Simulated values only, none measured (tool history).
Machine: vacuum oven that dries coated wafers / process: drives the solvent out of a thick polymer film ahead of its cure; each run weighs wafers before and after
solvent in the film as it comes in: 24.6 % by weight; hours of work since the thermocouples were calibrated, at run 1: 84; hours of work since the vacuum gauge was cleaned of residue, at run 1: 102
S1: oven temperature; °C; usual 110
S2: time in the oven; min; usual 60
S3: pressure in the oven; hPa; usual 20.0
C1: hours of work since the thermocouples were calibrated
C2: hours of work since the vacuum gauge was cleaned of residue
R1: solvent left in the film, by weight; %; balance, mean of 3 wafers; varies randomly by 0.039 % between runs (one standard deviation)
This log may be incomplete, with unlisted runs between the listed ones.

Run 1, hour 0.0: usual settings; C1 84; C2 102. Result: R1 2.51 %.
Run 2, hour 10.2: usual settings; C1 92; C2 110. Result: R1 2.48 %.
Run 3, hour 19.4: usual settings but S1 99 °C; C1 98; C2 117. Result: R1 4.96 %.
Run 4, hour 33.2: usual settings; C1 109; C2 127. Result: R1 2.59 %.
Run 5, hour 42.4: usual settings; C1 115; C2 133. Result: R1 2.39 %.
Run 6, hour 54.8: usual settings; C1 124; C2 142. Result: R1 2.52 %.
Run 7, hour 67.9: usual settings but S2 36 min; C1 134; C2 152. Result: R1 4.24 %.
Run 8, hour 84.1: usual settings but S2 91 min; C1 146; C2 164. Result: R1 1.99 %.
Run 9, hour 100.6: usual settings but S2 91 min; C1 157; C2 175. Result: R1 2.08 %.
Run 10, hour 108.7: usual settings but S3 16.5 hPa; C1 163; C2 181. Result: R1 2.20 %.
Run 11, hour 122.7: usual settings; C1 174; C2 192. Result: R1 2.53 %.
Run 12, hour 138.3: usual settings; C1 185; C2 203. Result: R1 2.50 %.
Run 13, hour 153.6: usual settings; C1 196; C2 214. Result: R1 2.55 %.
Run 14, hour 162.0: usual settings; C1 202; C2 220. Result: R1 2.49 %.
Run 15, hour 172.0: usual settings; C1 209; C2 227. Result: R1 2.54 %.
Run 16, hour 182.9: usual settings; C1 217; C2 235. Result: R1 2.54 %.
Run 17, hour 194.5: usual settings but S2 31 min; C1 226; C2 244. Result: R1 5.06 %.
Run 18, hour 203.0: usual settings but S2 31 min; C1 232; C2 250. Result: R1 5.03 %.
Run 19, hour 215.8: usual settings but S2 31 min; C1 241; C2 259. Result: R1 5.09 %.
Run 20, hour 222.8: usual settings but S2 31 min; C1 246; C2 264. Result: R1 5.09 %.
Run 21, hour 239.0: usual settings but S2 31 min; C1 258; C2 276. Result: R1 4.94 %.
Run 22, hour 254.7: usual settings but S2 31 min; C1 269; C2 287. Result: R1 5.04 %.
Run 23, hour 267.7: usual settings but S1 108 °C, S2 34 min, S3 51.5 hPa; C1 279; C2 297. Result: R1 7.68 %.
Run 24, hour 281.1: usual settings but S1 120 °C, S2 59 min, S3 51.5 hPa; C1 289; C2 307. Result: R1 3.52 %.
Run 25, hour 288.8: usual settings but S1 120 °C, S2 59 min, S3 51.5 hPa; C1 294; C2 312. Result: R1 3.60 %.
Run 26, hour 302.3: usual settings but S1 115 °C, S2 36 min, S3 51.5 hPa; C1 304; C2 322. Result: R1 5.31 %.
Run 27, hour 311.1: usual settings but S1 115 °C, S2 36 min, S3 51.5 hPa; C1 310; C2 328. Result: R1 5.43 %.
Run 28, hour 319.0: usual settings but S2 58 min; C1 316; C2 334. Result: R1 2.63 %.
Run 29, hour 326.0: usual settings but S2 105 min, S3 14.6 hPa; C1 321; C2 339. Result: R1 1.49 %.
Run 30, hour 336.2: usual settings but S1 103 °C, S2 39 min, S3 32.7 hPa; C1 329; C2 347. Result: R1 7.22 %.
Run 31, hour 346.4: usual settings but S1 103 °C, S2 39 min, S3 32.7 hPa; C1 336; C2 354. Result: R1 7.16 %.
Run 32, hour 357.3: usual settings but S1 103 °C, S2 39 min, S3 32.7 hPa; C1 344; C2 362. Result: R1 7.15 %.
Run 33, hour 365.7: usual settings but S1 125 °C, S2 95 min; C1 350; C2 368. Result: R1 1.19 %.
Run 34, hour 377.0: usual settings but S1 100 °C, S2 46 min, S3 10.4 hPa; C1 358; C2 376. Result: R1 4.91 %.
Run 35, hour 389.1: usual settings but S1 122 °C, S2 69 min, S3 22.8 hPa; C1 367; C2 385. Result: R1 1.50 %.
Run 36, hour 398.3: usual settings but S1 103 °C; C1 374; C2 392. Result: R1 3.89 %.
Run 37, hour 414.0: usual settings but S1 103 °C; C1 385; C2 403. Result: R1 3.92 %.
Run 38, hour 423.9: usual settings but S1 96 °C, S2 41 min, S3 39.2 hPa; C1 392; C2 410. Result: R1 10.21 %.
Run 39, hour 436.4: usual settings but S1 105 °C, S2 62 min, S3 29.9 hPa; C1 401; C2 419. Result: R1 4.30 %.
Run 40, hour 446.0: usual settings but S1 98 °C, S2 34 min, S3 24.9 hPa; C1 408; C2 426. Result: R1 8.94 %.
Run 41, hour 457.3: usual settings but S2 35 min, S3 30.1 hPa; C1 417; C2 435. Result: R1 5.22 %.
Run 42, hour 470.9: usual settings but S1 113 °C, S3 17.0 hPa; C1 427; C2 445. Result: R1 1.89 %.
Run 43, hour 486.0: usual settings but S1 113 °C, S3 17.0 hPa; C1 437; C2 455. Result: R1 1.97 %.
Run 44, hour 493.9: usual settings but S1 122 °C, S2 94 min, S3 32.3 hPa; C1 443; C2 461. Result: R1 2.11 %.

What if the next run were any one of these 5? Each begins from the tool's condition after run 44:
Run A, hour 509.5: usual settings but S1 108 °C, S2 52 min, S3 27.9 hPa; C1 455; C2 473. Result: R1 ?.
Run B, hour 509.5: usual settings but S1 112 °C, S2 88 min, S3 11.4 hPa; C1 455; C2 473. Result: R1 ?.
Run C, hour 509.5: usual settings but S1 119 °C, S2 94 min, S3 32.3 hPa; C1 455; C2 473. Result: R1 ?.
Run D, hour 509.5: usual settings but S1 112 °C, S2 45 min, S3 15.1 hPa; C1 455; C2 473. Result: R1 ?.
Run E, hour 509.5: usual settings but S1 119 °C, S2 102 min, S3 18.1 hPa; C1 455; C2 473. Result: R1 ?.

run    R1
  A  4.02
  B  1.27
  C  2.28
  D  2.60
  E  1.35
Had the tool no hidden state, the same runs would have come out as:
run    R1
  A  3.94
  B  1.11
  C  2.17
  D  2.52
  E  1.23
